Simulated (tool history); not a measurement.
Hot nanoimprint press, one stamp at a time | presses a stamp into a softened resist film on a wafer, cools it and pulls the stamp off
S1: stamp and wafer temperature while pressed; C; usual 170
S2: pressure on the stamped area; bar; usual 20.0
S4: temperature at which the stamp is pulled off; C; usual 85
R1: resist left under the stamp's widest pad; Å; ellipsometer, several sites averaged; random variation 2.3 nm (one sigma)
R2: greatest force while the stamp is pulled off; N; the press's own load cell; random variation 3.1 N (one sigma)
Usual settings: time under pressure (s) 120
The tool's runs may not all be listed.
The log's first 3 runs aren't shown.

{"run": 4, "hour": 36.9, "S1": 170, "S2": 20.0, "time under pressure (s)": 120, "S4": 85, "R1": 3935, "R2": 149}
{"run": 5, "hour": 48.9, "S1": 170, "S2": 20.0, "time under pressure (s)": 120, "S4": 85, "R1": 3904, "R2": 146}
{"run": 6, "hour": 60.0, "S1": 161, "S2": 20.0, "time under pressure (s)": 120, "S4": 85, "R1": 5093, "R2": 145}
{"run": 7, "hour": 67.7, "S1": 171, "S2": 20.0, "time under pressure (s)": 120, "S4": 85, "R1": 3734, "R2": 149}
{"run": 8, "hour": 75.7, "S1": 171, "S2": 20.0, "time under pressure (s)": 120, "S4": 85, "R1": 3758, "R2": 148}
{"run": 9, "hour": 91.0, "S1": 170, "S2": 20.0, "time under pressure (s)": 120, "S4": 88, "R1": 3877, "R2": 133}
{"run": 10, "hour": 98.7, "S1": 170, "S2": 20.0, "time under pressure (s)": 120, "S4": 88, "R1": 3884, "R2": 137}
{"run": 11, "hour": 108.4, "S1": 170, "S2": 20.0, "time under pressure (s)": 120, "S4": 88, "R1": 3849, "R2": 142}
{"run": 12, "hour": 116.3, "S1": 170, "S2": 20.0, "time under pressure (s)": 120, "S4": 88, "R1": 3808, "R2": 141}
{"run": 13, "hour": 124.4, "S1": 170, "S2": 20.0, "time under pressure (s)": 120, "S4": 88, "R1": 3815, "R2": 139}
{"run": 14, "hour": 133.4, "S1": 170, "S2": 20.0, "time under pressure (s)": 120, "S4": 88, "R1": 3876, "R2": 139}
{"run": 15, "hour": 144.8, "S1": 170, "S2": 13.1, "time under pressure (s)": 120, "S4": 85, "R1": 4443, "R2": 149}
{"run": 16, "hour": 154.2, "S1": 167, "S2": 20.0, "time under pressure (s)": 234, "S4": 82, "R1": 3378, "R2": 152}
{"run": 17, "hour": 166.1, "S1": 167, "S2": 20.0, "time under pressure (s)": 234, "S4": 82, "R1": 3351, "R2": 152}
{"run": 18, "hour": 174.8, "S1": 170, "S2": 13.0, "time under pressure (s)": 120, "S4": 85, "R1": 4455, "R2": 142}
{"run": 19, "hour": 183.2, "S1": 170, "S2": 13.0, "time under pressure (s)": 76, "S4": 87, "R1": 5015, "R2": 141}
{"run": 20, "hour": 194.4, "S1": 160, "S2": 30.5, "time under pressure (s)": 102, "S4": 76, "R1": 4691, "R2": 175}
{"run": 21, "hour": 203.1, "S1": 160, "S2": 17.2, "time under pressure (s)": 147, "S4": 76, "R1": 5023, "R2": 167}
{"run": 22, "hour": 210.4, "S1": 170, "S2": 20.2, "time under pressure (s)": 120, "S4": 91, "R1": 3816, "R2": 130}
{"run": 23, "hour": 223.9, "S1": 170, "S2": 20.0, "time under pressure (s)": 120, "S4": 88, "R1": 3853, "R2": 138}
{"hour": 230.7, "done": "gauge calibrated"}
{"run": 24, "hour": 237.5, "S1": 170, "S2": 20.0, "time under pressure (s)": 120, "S4": 88, "R1": 3948, "R2": 141}

The next listed run, before its measurement:
{"run": 25, "hour": 247.3, "S1": 174, "S2": 16.1, "time under pressure (s)": 229, "S4": 85, "R1": "?", "R2": "?"}

R1: 2980 Å
R2: 151 N
Without the tool's hidden state the same run would have given R1 2989 Å, R2 150 N.
